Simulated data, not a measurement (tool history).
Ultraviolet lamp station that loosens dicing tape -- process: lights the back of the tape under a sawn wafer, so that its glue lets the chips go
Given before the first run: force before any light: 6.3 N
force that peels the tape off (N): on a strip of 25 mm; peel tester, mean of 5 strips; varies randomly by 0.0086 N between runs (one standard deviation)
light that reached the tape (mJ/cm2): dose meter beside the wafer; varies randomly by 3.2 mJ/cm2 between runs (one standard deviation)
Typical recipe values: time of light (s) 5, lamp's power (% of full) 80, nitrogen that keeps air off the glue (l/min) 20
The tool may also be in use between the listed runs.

run,hour,time of light (s),lamp's power (% of full),nitrogen that keeps air off the glue (l/min),force that peels the tape off (N),light that reached the tape (mJ/cm2)
1,0,5,80,20,0.374,476
2,32.4,5,80,20,0.38,476
3,65.5,5,80,20,0.394,464
4,103.5,5,80,20,0.389,464
5,131.4,5,80,20,0.4,459
6,155.2,5,87,20,0.348,496
7,196.7,5,87,20,0.356,492
8,223.7,5,87,20,0.372,485
9,242.1,5,87,20,0.357,481
10,263.9,5,87,20,0.372,483
11,297.8,5,87,20,0.382,479
12,324.7,5,87,20,0.382,473
13,357,5,87,20,0.378,471
14,377.6,5,87,20,0.382,461
15,420.2,5,80,20,0.439,427
16,447.4,5,80,20,0.463,422
17,490.5,4,85,19,0.622,354
18,530.5,3,75,21,1.147,231
# hour 545.8: window cleaned of glue's vapour
19,567.8,2,67,21,1.942,154
20,605.2,2,67,21,2.024,152
21,624,5,97,20,0.308,561
22,642.5,5,97,20,0.307,563
23,670.7,5,98,20,0.314,557
24,693.1,5,82,20,0.375,467
25,733.9,3,62,20,1.36,209
26,773.3,3,99,20,0.669,327
27,811,5,79,20,0.421,431
28,850.7,5,79,20,0.441,428
29,892.6,5,79,20,0.435,425

Predict each of these 5 candidate next runs independently; none follows another, all start after run 29:
A,913.8,8,79,20,?,?
B,913.8,8,79,11,?,?
C,913.8,5,79,9,?,?
D,913.8,2,75,22,?,?
E,913.8,2,91,12,?,?

run,force that peels the tape off (N),light that reached the tape (mJ/cm2)
A,0.255,670
B,0.292,675
C,0.675,420
D,1.901,157
E,1.798,193
The same runs, with their run-to-run variation unchanged, on a tool lacking any hidden condition would have given:
run,force that peels the tape off (N),light that reached the tape (mJ/cm2)
A,0.239,792
B,0.258,798
C,0.512,496
D,1.547,186
E,1.458,228

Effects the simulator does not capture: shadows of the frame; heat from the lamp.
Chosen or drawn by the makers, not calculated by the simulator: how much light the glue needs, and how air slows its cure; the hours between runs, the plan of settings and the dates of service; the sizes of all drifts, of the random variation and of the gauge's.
